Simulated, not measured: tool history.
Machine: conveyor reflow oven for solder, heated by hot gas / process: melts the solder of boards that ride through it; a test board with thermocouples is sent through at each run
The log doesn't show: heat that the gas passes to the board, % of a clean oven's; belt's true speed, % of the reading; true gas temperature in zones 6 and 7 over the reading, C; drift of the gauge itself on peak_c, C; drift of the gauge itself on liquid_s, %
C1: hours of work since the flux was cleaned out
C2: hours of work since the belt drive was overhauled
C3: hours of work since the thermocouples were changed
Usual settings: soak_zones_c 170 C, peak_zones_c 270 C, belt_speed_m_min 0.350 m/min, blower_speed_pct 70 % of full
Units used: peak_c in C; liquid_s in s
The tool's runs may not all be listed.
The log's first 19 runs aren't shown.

{"run": 20, "hour": 376.1, "soak_zones_c": 170, "peak_zones_c": 263, "belt_speed_m_min": 0.35, "blower_speed_pct": 61, "C1": 24, "C2": 831, "C3": 85, "peak_c": 252.0, "liquid_s": 91.2}
{"run": 21, "hour": 387.6, "soak_zones_c": 170, "peak_zones_c": 277, "belt_speed_m_min": 0.369, "blower_speed_pct": 57, "C1": 33, "C2": 839, "C3": 93, "peak_c": 263.0, "liquid_s": 94.8}
{"run": 22, "hour": 406.9, "soak_zones_c": 182, "peak_zones_c": 270, "belt_speed_m_min": 0.35, "blower_speed_pct": 70, "C1": 46, "C2": 853, "C3": 107, "peak_c": 261.1, "liquid_s": 105.7}
{"run": 23, "hour": 424.8, "soak_zones_c": 170, "peak_zones_c": 270, "belt_speed_m_min": 0.35, "blower_speed_pct": 75, "C1": 59, "C2": 866, "C3": 120, "peak_c": 260.2, "liquid_s": 98.2}
{"run": 24, "hour": 436.7, "soak_zones_c": 162, "peak_zones_c": 268, "belt_speed_m_min": 0.292, "blower_speed_pct": 73, "C1": 68, "C2": 874, "C3": 128, "peak_c": 261.6, "liquid_s": 118.6}
{"run": 25, "hour": 457.8, "soak_zones_c": 162, "peak_zones_c": 268, "belt_speed_m_min": 0.292, "blower_speed_pct": 50, "C1": 83, "C2": 890, "C3": 143, "peak_c": 258.6, "liquid_s": 112.4}
{"run": 26, "hour": 478.8, "soak_zones_c": 162, "peak_zones_c": 268, "belt_speed_m_min": 0.362, "blower_speed_pct": 50, "C1": 98, "C2": 905, "C3": 159, "peak_c": 252.9, "liquid_s": 82.8}
{"run": 27, "hour": 491.2, "soak_zones_c": 162, "peak_zones_c": 268, "belt_speed_m_min": 0.362, "blower_speed_pct": 50, "C1": 107, "C2": 914, "C3": 167, "peak_c": 252.6, "liquid_s": 82.4}
{"run": 28, "hour": 510.1, "soak_zones_c": 162, "peak_zones_c": 268, "belt_speed_m_min": 0.362, "blower_speed_pct": 50, "C1": 121, "C2": 927, "C3": 181, "peak_c": 252.3, "liquid_s": 83.1}
{"run": 29, "hour": 527.8, "soak_zones_c": 168, "peak_zones_c": 270, "belt_speed_m_min": 0.35, "blower_speed_pct": 65, "C1": 133, "C2": 940, "C3": 194, "peak_c": 258.6, "liquid_s": 96.1}
{"run": 30, "hour": 539.5, "soak_zones_c": 179, "peak_zones_c": 270, "belt_speed_m_min": 0.35, "blower_speed_pct": 70, "C1": 142, "C2": 948, "C3": 202, "peak_c": 260.8, "liquid_s": 102.7}

Below are 4 alternative next runs, each starting from the tool's condition after run 30. Predict each:
{"run": "A", "hour": 557.3, "soak_zones_c": 170, "peak_zones_c": 270, "belt_speed_m_min": 0.35, "blower_speed_pct": 51, "C1": 155, "C2": 961, "C3": 215, "peak_c": "?", "liquid_s": "?"}
{"run": "B", "hour": 557.3, "soak_zones_c": 166, "peak_zones_c": 270, "belt_speed_m_min": 0.304, "blower_speed_pct": 56, "C1": 155, "C2": 961, "C3": 215, "peak_c": "?", "liquid_s": "?"}
{"run": "C", "hour": 557.3, "soak_zones_c": 166, "peak_zones_c": 270, "belt_speed_m_min": 0.35, "blower_speed_pct": 70, "C1": 155, "C2": 961, "C3": 215, "peak_c": "?", "liquid_s": "?"}
{"run": "D", "hour": 557.3, "soak_zones_c": 170, "peak_zones_c": 279, "belt_speed_m_min": 0.292, "blower_speed_pct": 70, "C1": 155, "C2": 961, "C3": 215, "peak_c": "?", "liquid_s": "?"}

run=A peak_c=256.9 liquid_s=94.1
run=B peak_c=260.4 liquid_s=111.8
run=C peak_c=258.6 liquid_s=95.4
run=D peak_c=272.9 liquid_s=128.6
The same runs, with their run-to-run variation unchanged, on a tool lacking any hidden condition would have given:
run=A peak_c=257.0 liquid_s=94.1
run=B peak_c=260.5 liquid_s=111.7
run=C peak_c=258.7 liquid_s=95.3
run=D peak_c=273.0 liquid_s=128.5
